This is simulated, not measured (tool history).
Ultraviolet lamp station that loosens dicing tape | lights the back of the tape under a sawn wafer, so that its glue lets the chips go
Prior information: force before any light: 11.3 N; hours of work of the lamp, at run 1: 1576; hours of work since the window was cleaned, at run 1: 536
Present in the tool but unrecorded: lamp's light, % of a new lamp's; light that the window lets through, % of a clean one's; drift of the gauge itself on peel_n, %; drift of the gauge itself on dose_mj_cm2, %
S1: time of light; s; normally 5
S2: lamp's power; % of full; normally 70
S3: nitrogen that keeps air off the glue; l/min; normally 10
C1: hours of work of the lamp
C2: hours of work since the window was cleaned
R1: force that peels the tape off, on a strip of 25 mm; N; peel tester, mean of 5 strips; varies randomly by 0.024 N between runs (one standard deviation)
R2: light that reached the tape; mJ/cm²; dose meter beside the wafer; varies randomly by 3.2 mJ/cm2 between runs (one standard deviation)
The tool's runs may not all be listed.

Run 1, hour 0.0: usual settings; C1 1576; C2 536. Result: R1 1.195 N, R2 501 mJ/cm².
At hour 21.7: lamp changed.
Run 2, hour 58.8: usual settings but S1 9 s; C1 25; C2 575. Result: R1 0.280 N, R2 903 mJ/cm².
Run 3, hour 118.3: usual settings but S1 9 s, S2 66 % of full; C1 65; C2 615. Result: R1 0.343 N, R2 842 mJ/cm².
At hour 140.5: window cleaned of glue's vapour.
Run 4, hour 161.0: usual settings but S1 3 s, S2 66 % of full; C1 94; C2 14. Result: R1 3.029 N, R2 283 mJ/cm².
Run 5, hour 199.4: usual settings but S1 3 s, S2 66 % of full; C1 120; C2 40. Result: R1 3.054 N, R2 284 mJ/cm².
Run 6, hour 255.0: usual settings but S1 3 s, S2 66 % of full; C1 158; C2 78. Result: R1 3.165 N, R2 282 mJ/cm².
Run 7, hour 308.6: usual settings but S1 3 s, S2 66 % of full; C1 194; C2 114. Result: R1 3.014 N, R2 282 mJ/cm².
Run 8, hour 348.5: usual settings but S1 3 s, S2 66 % of full; C1 221; C2 141. Result: R1 3.053 N, R2 281 mJ/cm².
Run 9, hour 394.4: usual settings but S1 3 s, S2 66 % of full; C1 252; C2 172. Result: R1 3.175 N, R2 285 mJ/cm².
Run 10, hour 446.5: usual settings but S1 3 s, S2 66 % of full; C1 287; C2 207. Result: R1 3.159 N, R2 286 mJ/cm².
Run 11, hour 501.3: usual settings; C1 325; C2 244. Result: R1 1.162 N, R2 499 mJ/cm².
Run 12, hour 566.2: usual settings; C1 369; C2 288. Result: R1 1.172 N, R2 497 mJ/cm².
Run 13, hour 609.1: usual settings; C1 398; C2 317. Result: R1 1.164 N, R2 497 mJ/cm².
Run 14, hour 645.8: usual settings but S3 7 l/min; C1 423; C2 342. Result: R1 1.575 N, R2 495 mJ/cm².
Run 15, hour 691.0: usual settings but S3 7 l/min; C1 453; C2 373. Result: R1 1.637 N, R2 498 mJ/cm².
Run 16, hour 748.6: usual settings but S3 7 l/min; C1 492; C2 412. Result: R1 1.598 N, R2 498 mJ/cm².
Run 17, hour 792.9: usual settings but S2 76 % of full, S3 8 l/min; C1 522; C2 442. Result: R1 1.181 N, R2 535 mJ/cm².
Run 18, hour 823.3: usual settings but S1 7 s, S2 86 % of full, S3 6 l/min; C1 543; C2 463. Result: R1 0.533 N, R2 856 mJ/cm².
Run 19, hour 855.2: usual settings but S1 3 s, S2 92 % of full, S3 13 l/min; C1 564; C2 484. Result: R1 1.599 N, R2 392 mJ/cm².
Run 20, hour 912.4: usual settings but S1 4 s, S2 94 % of full; C1 603; C2 523. Result: R1 1.075 N, R2 534 mJ/cm².
Run 21, hour 940.8: usual settings but S1 6 s, S2 81 % of full, S3 17 l/min; C1 622; C2 542. Result: R1 0.338 N, R2 688 mJ/cm².
Run 22, hour 999.8: usual settings but S1 6 s, S2 81 % of full, S3 17 l/min; C1 662; C2 582. Result: R1 0.319 N, R2 699 mJ/cm².
Run 23, hour 1027.1: usual settings but S1 6 s, S2 81 % of full, S3 17 l/min; C1 681; C2 601. Result: R1 0.331 N, R2 692 mJ/cm².
At hour 1065.4: window cleaned of glue's vapour.
Run 24, hour 1086.5: usual settings but S1 3 s, S2 88 % of full, S3 16 l/min; C1 721; C2 14. Result: R1 1.475 N, R2 378 mJ/cm².
Run 25, hour 1151.2: usual settings but S1 7 s, S2 88 % of full, S3 4 l/min; C1 765; C2 58. Result: R1 0.747 N, R2 883 mJ/cm².
Run 26, hour 1189.6: usual settings but S2 81 % of full; C1 791; C2 84. Result: R1 0.874 N, R2 580 mJ/cm².
Run 27, hour 1224.4: usual settings but S1 6 s, S3 4 l/min; C1 814; C2 108. Result: R1 1.732 N, R2 599 mJ/cm².
Run 28, hour 1267.1: usual settings but S2 63 % of full, S3 4 l/min; C1 843; C2 137. Result: R1 2.644 N, R2 448 mJ/cm².
Run 29, hour 1299.9: usual settings but S2 63 % of full, S3 4 l/min; C1 865; C2 159. Result: R1 2.749 N, R2 444 mJ/cm².
Run 30, hour 1359.4: usual settings but S1 3 s, S2 63 % of full, S3 6 l/min; C1 906; C2 199. Result: R1 4.204 N, R2 269 mJ/cm².
Run 31, hour 1413.6: usual settings but S1 2 s, S2 72 % of full, S3 6 l/min; C1 942; C2 236. Result: R1 5.604 N, R2 202 mJ/cm².
Run 32, hour 1444.8: usual settings but S1 3 s, S2 60 % of full, S3 8 l/min; C1 963; C2 257. Result: R1 3.779 N, R2 255 mJ/cm².

5 options for the next run, each taken on its own from the tool as it stands now. Forecast them:
Run A, hour 1476.8: usual settings but S1 3 s, S2 88 % of full, S3 15 l/min; C1 985; C2 279. Result: R1 ?, R2 ?.
Run B, hour 1476.8: usual settings but S1 3 s, S2 77 % of full, S3 8 l/min; C1 985; C2 279. Result: R1 ?, R2 ?.
Run C, hour 1476.8: usual settings but S2 60 % of full, S3 4 l/min; C1 985; C2 279. Result: R1 ?, R2 ?.
Run D, hour 1476.8: usual settings but S1 3 s, S2 66 % of full, S3 8 l/min; C1 985; C2 279. Result: R1 ?, R2 ?.
Run E, hour 1476.8: usual settings but S2 60 % of full, S3 6 l/min; C1 985; C2 279. Result: R1 ?, R2 ?.

run     R1   R2
  A  1.525  374
  B  2.911  327
  C  3.017  427
  D  3.472  283
  E  2.300  430
With no hidden state in the tool, these same runs would have given:
run     R1   R2
  A  1.515  376
  B  2.896  329
  C  3.002  428
  D  3.457  284
  E  2.286  432
